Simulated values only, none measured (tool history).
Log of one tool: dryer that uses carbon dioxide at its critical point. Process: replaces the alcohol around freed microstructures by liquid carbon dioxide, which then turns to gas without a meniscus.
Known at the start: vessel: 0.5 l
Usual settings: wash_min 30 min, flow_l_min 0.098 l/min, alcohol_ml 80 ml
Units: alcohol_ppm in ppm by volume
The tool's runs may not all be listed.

{"run": 1, "day": 0.0, "wash_min": 30, "flow_l_min": 0.098, "alcohol_ml": 80, "alcohol_ppm": 1935}
{"run": 2, "day": 1.958, "wash_min": 30, "flow_l_min": 0.098, "alcohol_ml": 80, "alcohol_ppm": 2020}
{"run": 3, "day": 3.396, "wash_min": 30, "flow_l_min": 0.098, "alcohol_ml": 80, "alcohol_ppm": 2098}
{"day": 4.817, "done": "inlet filter changed"}
{"run": 4, "day": 6.358, "wash_min": 30, "flow_l_min": 0.0728, "alcohol_ml": 80, "alcohol_ppm": 3339}
{"run": 5, "day": 8.312, "wash_min": 30, "flow_l_min": 0.0728, "alcohol_ml": 80, "alcohol_ppm": 3310}
{"run": 6, "day": 9.808, "wash_min": 30, "flow_l_min": 0.0728, "alcohol_ml": 80, "alcohol_ppm": 3460}
{"run": 7, "day": 12.046, "wash_min": 30, "flow_l_min": 0.0728, "alcohol_ml": 20, "alcohol_ppm": 997}
{"run": 8, "day": 14.146, "wash_min": 30, "flow_l_min": 0.0728, "alcohol_ml": 20, "alcohol_ppm": 1017}
{"run": 9, "day": 16.596, "wash_min": 30, "flow_l_min": 0.098, "alcohol_ml": 80, "alcohol_ppm": 1114}
{"run": 10, "day": 17.9, "wash_min": 30, "flow_l_min": 0.098, "alcohol_ml": 80, "alcohol_ppm": 1120}
{"run": 11, "day": 19.225, "wash_min": 30, "flow_l_min": 0.098, "alcohol_ml": 80, "alcohol_ppm": 1130}
{"run": 12, "day": 21.025, "wash_min": 30, "flow_l_min": 0.098, "alcohol_ml": 80, "alcohol_ppm": 1195}
{"run": 13, "day": 23.942, "wash_min": 30, "flow_l_min": 0.098, "alcohol_ml": 80, "alcohol_ppm": 1241}
{"run": 14, "day": 25.292, "wash_min": 30, "flow_l_min": 0.098, "alcohol_ml": 80, "alcohol_ppm": 1267}
{"run": 15, "day": 27.646, "wash_min": 30, "flow_l_min": 0.098, "alcohol_ml": 80, "alcohol_ppm": 1361}
{"day": 30.575, "done": "purifier's bed changed"}
{"run": 16, "day": 30.575, "wash_min": 30, "flow_l_min": 0.098, "alcohol_ml": 80, "alcohol_ppm": 1194}
{"run": 17, "day": 33.492, "wash_min": 38, "flow_l_min": 0.098, "alcohol_ml": 80, "alcohol_ppm": 369}
{"run": 18, "day": 35.171, "wash_min": 38, "flow_l_min": 0.098, "alcohol_ml": 80, "alcohol_ppm": 375}
{"run": 19, "day": 37.862, "wash_min": 38, "flow_l_min": 0.098, "alcohol_ml": 80, "alcohol_ppm": 410}
{"run": 20, "day": 39.821, "wash_min": 30, "flow_l_min": 0.098, "alcohol_ml": 80, "alcohol_ppm": 1459}
{"run": 21, "day": 42.467, "wash_min": 30, "flow_l_min": 0.098, "alcohol_ml": 80, "alcohol_ppm": 1530}
{"run": 22, "day": 43.896, "wash_min": 35, "flow_l_min": 0.0593, "alcohol_ml": 52, "alcohol_ppm": 3993}
{"run": 23, "day": 45.575, "wash_min": 25, "flow_l_min": 0.074, "alcohol_ml": 64, "alcohol_ppm": 7175}
{"run": 24, "day": 48.338, "wash_min": 38, "flow_l_min": 0.1517, "alcohol_ml": 49, "alcohol_ppm": 53}
{"run": 25, "day": 51.125, "wash_min": 38, "flow_l_min": 0.0593, "alcohol_ml": 40, "alcohol_ppm": 2622}
{"run": 26, "day": 53.696, "wash_min": 20, "flow_l_min": 0.0593, "alcohol_ml": 57, "alcohol_ppm": 18974}
{"run": 27, "day": 55.788, "wash_min": 33, "flow_l_min": 0.0593, "alcohol_ml": 22, "alcohol_ppm": 2423}
{"run": 28, "day": 57.154, "wash_min": 23, "flow_l_min": 0.098, "alcohol_ml": 114, "alcohol_ppm": 7713}
{"day": 58.496, "done": "inlet filter changed"}
{"run": 29, "day": 59.75, "wash_min": 38, "flow_l_min": 0.111, "alcohol_ml": 31, "alcohol_ppm": 80}
{"run": 30, "day": 62.204, "wash_min": 30, "flow_l_min": 0.0813, "alcohol_ml": 23, "alcohol_ppm": 635}
{"run": 31, "day": 64.896, "wash_min": 30, "flow_l_min": 0.0813, "alcohol_ml": 23, "alcohol_ppm": 661}
{"run": 32, "day": 66.35, "wash_min": 30, "flow_l_min": 0.0813, "alcohol_ml": 23, "alcohol_ppm": 691}
{"run": 33, "day": 69.317, "wash_min": 30, "flow_l_min": 0.0813, "alcohol_ml": 23, "alcohol_ppm": 692}
{"run": 34, "day": 71.342, "wash_min": 45, "flow_l_min": 0.079, "alcohol_ml": 38, "alcohol_ppm": 215}
{"run": 35, "day": 72.9, "wash_min": 45, "flow_l_min": 0.079, "alcohol_ml": 38, "alcohol_ppm": 234}
{"run": 36, "day": 74.979, "wash_min": 20, "flow_l_min": 0.098, "alcohol_ml": 25, "alcohol_ppm": 1816}
{"run": 37, "day": 77.683, "wash_min": 30, "flow_l_min": 0.1308, "alcohol_ml": 22, "alcohol_ppm": 132}
{"run": 38, "day": 79.808, "wash_min": 30, "flow_l_min": 0.1439, "alcohol_ml": 36, "alcohol_ppm": 121}
{"run": 39, "day": 81.842, "wash_min": 30, "flow_l_min": 0.1439, "alcohol_ml": 36, "alcohol_ppm": 131}
{"run": 40, "day": 83.371, "wash_min": 30, "flow_l_min": 0.1439, "alcohol_ml": 36, "alcohol_ppm": 127}
{"run": 41, "day": 84.9, "wash_min": 25, "flow_l_min": 0.071, "alcohol_ml": 33, "alcohol_ppm": 3620}
{"run": 42, "day": 87.658, "wash_min": 30, "flow_l_min": 0.0704, "alcohol_ml": 80, "alcohol_ppm": 5208}

Forecast each of these 4 alternatives for the next run:
{"run": "A", "day": 89.612, "wash_min": 30, "flow_l_min": 0.0704, "alcohol_ml": 80, "alcohol_ppm": "?"}
{"run": "B", "day": 89.612, "wash_min": 30, "flow_l_min": 0.0756, "alcohol_ml": 80, "alcohol_ppm": "?"}
{"run": "C", "day": 89.612, "wash_min": 21, "flow_l_min": 0.098, "alcohol_ml": 80, "alcohol_ppm": "?"}
{"run": "D", "day": 89.612, "wash_min": 30, "flow_l_min": 0.0704, "alcohol_ml": 29, "alcohol_ppm": "?"}

run=A alcohol_ppm=5315
run=B alcohol_ppm=4193
run=C alcohol_ppm=5656
run=D alcohol_ppm=1940
Without the tool's hidden state the same runs would have given:
run=A alcohol_ppm=3509
run=B alcohol_ppm=2675
run=C alcohol_ppm=3771
run=D alcohol_ppm=1250
